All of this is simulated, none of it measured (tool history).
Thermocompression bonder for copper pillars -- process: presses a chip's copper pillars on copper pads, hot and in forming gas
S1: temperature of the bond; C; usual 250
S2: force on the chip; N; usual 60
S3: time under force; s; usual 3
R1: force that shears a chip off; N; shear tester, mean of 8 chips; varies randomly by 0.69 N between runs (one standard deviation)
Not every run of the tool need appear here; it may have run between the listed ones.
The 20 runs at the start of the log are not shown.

run	day	S1	S2	S3	R1
21	51.283	250	60	3	48.3
22	54.508	255	56	6	63
23	56.454	251	40	2	33.7
24	59.462	238	79	2	39.1
# day 62.188: forming gas filter changed
25	62.379	278	60	2	66.5
26	64.825	233	60	3	38.3
27	67.475	256	75	3	61.8
28	69.288	256	75	3	61.6
29	72.204	260	75	3	64.7
30	75.362	260	75	3	62.8
31	78.45	260	75	3	63.4
32	81.704	275	89	7	92.8
33	83.442	275	89	7	94.9
34	86.858	264	41	3	49.4
35	89.092	264	41	3	49.2
# day 90.392: forming gas filter changed
36	90.917	250	78	3	59.5
37	92.667	265	40	3	53.9
38	95.367	265	40	3	51.6
39	96.875	265	40	3	52.9
# day 98.688: heater calibrated with a thermocouple chip
40	100.112	250	75	5	63.4

3 options for the next run, each taken on its own from the tool as it stands now. Forecast them:
A	101.971	236	53	2	?
B	101.971	278	88	3	?
C	101.971	250	57	2	?

run	R1
A	27.3
B	75.1
C	38.7
With no hidden state in the tool, these same runs would have given:
run	R1
A	28.4
B	78.1
C	40.2

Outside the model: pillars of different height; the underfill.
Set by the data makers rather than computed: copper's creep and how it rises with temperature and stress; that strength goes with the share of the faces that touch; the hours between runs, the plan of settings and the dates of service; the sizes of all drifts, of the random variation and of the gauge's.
